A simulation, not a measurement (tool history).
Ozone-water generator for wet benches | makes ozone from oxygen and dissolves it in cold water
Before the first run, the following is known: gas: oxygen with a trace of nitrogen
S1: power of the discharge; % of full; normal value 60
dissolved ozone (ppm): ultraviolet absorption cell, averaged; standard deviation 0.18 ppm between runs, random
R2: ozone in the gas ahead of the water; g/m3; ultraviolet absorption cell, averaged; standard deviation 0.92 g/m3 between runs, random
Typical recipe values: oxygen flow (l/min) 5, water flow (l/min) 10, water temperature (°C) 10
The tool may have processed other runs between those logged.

run 1 hour=0 | S1=60 oxygen_flow_(l/min)=5 water_flow_(l/min)=10 water_temperature_(°C)=10 | dissolved_ozone_(ppm)=22.5 R2=153.2
run 2 hour=31.2 | S1=60 oxygen_flow_(l/min)=5 water_flow_(l/min)=10 water_temperature_(°C)=10 | dissolved_ozone_(ppm)=22.7 R2=156.7
run 3 hour=61.3 | S1=60 oxygen_flow_(l/min)=5 water_flow_(l/min)=10 water_temperature_(°C)=10 | dissolved_ozone_(ppm)=22.5 R2=153.2
run 4 hour=99.6 | S1=60 oxygen_flow_(l/min)=5 water_flow_(l/min)=10 water_temperature_(°C)=10 | dissolved_ozone_(ppm)=22.5 R2=153.2
run 5 hour=153.1 | S1=60 oxygen_flow_(l/min)=5 water_flow_(l/min)=10 water_temperature_(°C)=10 | dissolved_ozone_(ppm)=22.6 R2=153.4
run 6 hour=209.9 | S1=60 oxygen_flow_(l/min)=5 water_flow_(l/min)=10 water_temperature_(°C)=10 | dissolved_ozone_(ppm)=22.7 R2=153.8
run 7 hour=257.6 | S1=60 oxygen_flow_(l/min)=5 water_flow_(l/min)=10 water_temperature_(°C)=10 | dissolved_ozone_(ppm)=22.6 R2=155.1
run 8 hour=305.8 | S1=60 oxygen_flow_(l/min)=5 water_flow_(l/min)=10 water_temperature_(°C)=10 | dissolved_ozone_(ppm)=22.5 R2=152.6
run 9 hour=346.9 | S1=60 oxygen_flow_(l/min)=5 water_flow_(l/min)=10 water_temperature_(°C)=10 | dissolved_ozone_(ppm)=22.4 R2=151.9
run 10 hour=396.1 | S1=60 oxygen_flow_(l/min)=5 water_flow_(l/min)=10 water_temperature_(°C)=10 | dissolved_ozone_(ppm)=22.5 R2=152.5
run 11 hour=441.8 | S1=60 oxygen_flow_(l/min)=5 water_flow_(l/min)=10 water_temperature_(°C)=10 | dissolved_ozone_(ppm)=22.6 R2=154.2
-- hour=449 contactor cleaned
run 12 hour=506.4 | S1=60 oxygen_flow_(l/min)=5 water_flow_(l/min)=10 water_temperature_(°C)=10 | dissolved_ozone_(ppm)=21.9 R2=152.6
run 13 hour=537 | S1=59 oxygen_flow_(l/min)=5 water_flow_(l/min)=10 water_temperature_(°C)=10 | dissolved_ozone_(ppm)=21.6 R2=151.1
run 14 hour=588.4 | S1=59 oxygen_flow_(l/min)=5 water_flow_(l/min)=10 water_temperature_(°C)=10 | dissolved_ozone_(ppm)=21.8 R2=151.9
run 15 hour=645.2 | S1=59 oxygen_flow_(l/min)=5 water_flow_(l/min)=10 water_temperature_(°C)=10 | dissolved_ozone_(ppm)=21.8 R2=150.3
run 16 hour=676.1 | S1=60 oxygen_flow_(l/min)=2.71 water_flow_(l/min)=10 water_temperature_(°C)=6 | dissolved_ozone_(ppm)=21.6 R2=198.3
-- hour=721.3 contactor cleaned, once more
run 17 hour=739.1 | S1=60 oxygen_flow_(l/min)=2.71 water_flow_(l/min)=10 water_temperature_(°C)=6 | dissolved_ozone_(ppm)=23.4 R2=196
run 18 hour=770.5 | S1=99 oxygen_flow_(l/min)=5.88 water_flow_(l/min)=12 water_temperature_(°C)=7 | dissolved_ozone_(ppm)=34.5 R2=224.6
run 19 hour=812.2 | S1=49 oxygen_flow_(l/min)=5 water_flow_(l/min)=10 water_temperature_(°C)=7 | dissolved_ozone_(ppm)=21 R2=125.9
run 20 hour=863 | S1=60 oxygen_flow_(l/min)=5 water_flow_(l/min)=10 water_temperature_(°C)=8 | dissolved_ozone_(ppm)=25 R2=152.6
run 21 hour=919 | S1=60 oxygen_flow_(l/min)=4.27 water_flow_(l/min)=9 water_temperature_(°C)=13 | dissolved_ozone_(ppm)=24.4 R2=164
run 22 hour=956.7 | S1=60 oxygen_flow_(l/min)=6.12 water_flow_(l/min)=7 water_temperature_(°C)=9 | dissolved_ozone_(ppm)=31 R2=139.9
run 23 hour=988.6 | S1=60 oxygen_flow_(l/min)=6.12 water_flow_(l/min)=7 water_temperature_(°C)=9 | dissolved_ozone_(ppm)=31 R2=139.9
run 24 hour=1036.3 | S1=44 oxygen_flow_(l/min)=5.04 water_flow_(l/min)=11 water_temperature_(°C)=9 | dissolved_ozone_(ppm)=16.7 R2=113.3
run 25 hour=1096 | S1=44 oxygen_flow_(l/min)=5.04 water_flow_(l/min)=11 water_temperature_(°C)=9 | dissolved_ozone_(ppm)=17 R2=114.2
run 26 hour=1136.3 | S1=44 oxygen_flow_(l/min)=5.04 water_flow_(l/min)=11 water_temperature_(°C)=9 | dissolved_ozone_(ppm)=17 R2=113.9
run 27 hour=1188.6 | S1=44 oxygen_flow_(l/min)=5.04 water_flow_(l/min)=11 water_temperature_(°C)=9 | dissolved_ozone_(ppm)=16.9 R2=113.9
run 28 hour=1220.4 | S1=44 oxygen_flow_(l/min)=5.04 water_flow_(l/min)=11 water_temperature_(°C)=9 | dissolved_ozone_(ppm)=16.8 R2=113.2
run 29 hour=1248.1 | S1=44 oxygen_flow_(l/min)=5.04 water_flow_(l/min)=11 water_temperature_(°C)=9 | dissolved_ozone_(ppm)=16.6 R2=113.6
run 30 hour=1309.8 | S1=44 oxygen_flow_(l/min)=5.04 water_flow_(l/min)=11 water_temperature_(°C)=9 | dissolved_ozone_(ppm)=16.7 R2=113.2

Consider 3 possible next runs. They are alternatives, not a sequence: every one starts from the tool as it was left by run 30. What does each give?
run A hour=1365.1 | S1=69 oxygen_flow_(l/min)=6.45 water_flow_(l/min)=11 water_temperature_(°C)=9 | dissolved_ozone_(ppm)=? R2=?
run B hour=1365.1 | S1=60 oxygen_flow_(l/min)=4.39 water_flow_(l/min)=10 water_temperature_(°C)=8 | dissolved_ozone_(ppm)=? R2=?
run C hour=1365.1 | S1=64 oxygen_flow_(l/min)=5 water_flow_(l/min)=10 water_temperature_(°C)=17 | dissolved_ozone_(ppm)=? R2=?

run=A dissolved_ozone_(ppm)=25.1 R2=153.9
run=B dissolved_ozone_(ppm)=23.8 R2=160.3
run=C dissolved_ozone_(ppm)=21.9 R2=159.3
The same runs, with their run-to-run variation unchanged, on a tool lacking any hidden condition would have given:
run=A dissolved_ozone_(ppm)=26 R2=157.6
run=B dissolved_ozone_(ppm)=24.5 R2=163.6
run=C dissolved_ozone_(ppm)=22.6 R2=162.8

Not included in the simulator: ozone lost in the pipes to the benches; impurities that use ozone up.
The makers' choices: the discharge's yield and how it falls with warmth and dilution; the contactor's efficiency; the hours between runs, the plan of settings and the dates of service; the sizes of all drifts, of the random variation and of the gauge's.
